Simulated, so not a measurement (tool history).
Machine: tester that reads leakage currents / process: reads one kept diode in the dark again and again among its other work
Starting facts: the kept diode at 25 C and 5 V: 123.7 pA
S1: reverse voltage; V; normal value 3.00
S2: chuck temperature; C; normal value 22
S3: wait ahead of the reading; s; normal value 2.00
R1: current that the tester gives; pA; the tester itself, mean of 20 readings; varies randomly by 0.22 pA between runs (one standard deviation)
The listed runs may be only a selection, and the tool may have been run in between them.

{"run": 1, "hour": 0.0, "S1": 3.0, "S2": 22, "S3": 2.0, "R1": 70.17}
{"run": 2, "hour": 42.3, "S1": 3.0, "S2": 22, "S3": 2.0, "R1": 70.23}
{"run": 3, "hour": 63.0, "S1": 3.0, "S2": 49, "S3": 2.0, "R1": 653.65}
{"run": 4, "hour": 84.0, "S1": 3.0, "S2": 49, "S3": 2.0, "R1": 658.09}
{"run": 5, "hour": 123.5, "S1": 3.0, "S2": 22, "S3": 2.0, "R1": 70.14}
{"run": 6, "hour": 150.3, "S1": 3.0, "S2": 22, "S3": 2.0, "R1": 69.69}
{"run": 7, "hour": 186.6, "S1": 3.0, "S2": 22, "S3": 2.0, "R1": 70.05}
{"hour": 197.9, "done": "chuck's temperature calibrated"}
{"run": 8, "hour": 231.3, "S1": 3.0, "S2": 22, "S3": 2.0, "R1": 70.23}
{"run": 9, "hour": 264.4, "S1": 3.0, "S2": 22, "S3": 2.0, "R1": 70.04}
{"run": 10, "hour": 303.7, "S1": 3.0, "S2": 22, "S3": 2.0, "R1": 69.78}
{"run": 11, "hour": 331.0, "S1": 3.0, "S2": 22, "S3": 2.0, "R1": 69.98}
{"run": 12, "hour": 368.4, "S1": 3.0, "S2": 22, "S3": 2.0, "R1": 70.13}
{"run": 13, "hour": 390.1, "S1": 3.0, "S2": 22, "S3": 2.0, "R1": 70.38}
{"run": 14, "hour": 420.4, "S1": 3.0, "S2": 22, "S3": 2.0, "R1": 69.82}
{"run": 15, "hour": 453.2, "S1": 3.0, "S2": 22, "S3": 2.0, "R1": 69.75}
{"run": 16, "hour": 489.5, "S1": 1.17, "S2": 22, "S3": 2.0, "R1": 39.72}
{"run": 17, "hour": 526.6, "S1": 1.17, "S2": 22, "S3": 2.0, "R1": 39.94}
{"run": 18, "hour": 564.2, "S1": 3.0, "S2": 22, "S3": 2.0, "R1": 70.07}
{"run": 19, "hour": 598.1, "S1": 3.0, "S2": 30, "S3": 2.0, "R1": 141.53}
{"run": 20, "hour": 622.6, "S1": 3.0, "S2": 30, "S3": 2.0, "R1": 141.37}
{"run": 21, "hour": 646.8, "S1": 2.02, "S2": 49, "S3": 7.92, "R1": 517.58}
{"run": 22, "hour": 678.1, "S1": 2.83, "S2": 39, "S3": 2.0, "R1": 287.45}
{"run": 23, "hour": 716.4, "S1": 13.37, "S2": 34, "S3": 0.54, "R1": 485.16}
{"run": 24, "hour": 746.8, "S1": 13.37, "S2": 34, "S3": 0.54, "R1": 484.94}
{"run": 25, "hour": 780.0, "S1": 2.13, "S2": 47, "S3": 3.22, "R1": 458.48}
{"run": 26, "hour": 817.9, "S1": 2.13, "S2": 47, "S3": 3.22, "R1": 455.49}
{"run": 27, "hour": 854.8, "S1": 9.13, "S2": 24, "S3": 7.45, "R1": 163.02}
{"run": 28, "hour": 895.7, "S1": 3.33, "S2": 22, "S3": 5.08, "R1": 74.47}
{"run": 29, "hour": 927.9, "S1": 3.74, "S2": 22, "S3": 2.0, "R1": 80.04}
{"run": 30, "hour": 961.3, "S1": 14.53, "S2": 40, "S3": 2.0, "R1": 828.96}
{"run": 31, "hour": 1002.6, "S1": 14.53, "S2": 40, "S3": 0.77, "R1": 832.42}
{"run": 32, "hour": 1039.7, "S1": 3.0, "S2": 22, "S3": 0.55, "R1": 70.55}
{"run": 33, "hour": 1060.0, "S1": 3.0, "S2": 22, "S3": 1.14, "R1": 70.31}
{"run": 34, "hour": 1090.7, "S1": 12.57, "S2": 22, "S3": 1.14, "R1": 165.54}
{"hour": 1122.5, "done": "probe card cleaned and baked"}
{"run": 35, "hour": 1136.3, "S1": 2.31, "S2": 24, "S3": 0.77, "R1": 71.7}
{"run": 36, "hour": 1167.7, "S1": 10.36, "S2": 29, "S3": 0.77, "R1": 272.46}
{"run": 37, "hour": 1186.7, "S1": 18.54, "S2": 29, "S3": 4.4, "R1": 382.13}
{"run": 38, "hour": 1213.5, "S1": 3.0, "S2": 36, "S3": 6.48, "R1": 233.48}
{"run": 39, "hour": 1256.4, "S1": 3.0, "S2": 36, "S3": 6.48, "R1": 235.13}

Alternative continuations, all from the tool just after run 39; predict every row:
{"run": "A", "hour": 1289.5, "S1": 1.07, "S2": 36, "S3": 6.11, "R1": "?"}
{"run": "B", "hour": 1289.5, "S1": 3.0, "S2": 36, "S3": 0.76, "R1": "?"}
{"run": "C", "hour": 1289.5, "S1": 1.53, "S2": 37, "S3": 0.9, "R1": "?"}

run=A R1=126.40
run=B R1=235.29
run=C R1=170.00
With no hidden state in the tool, these same runs would have given:
run=A R1=126.37
run=B R1=235.23
run=C R1=169.96
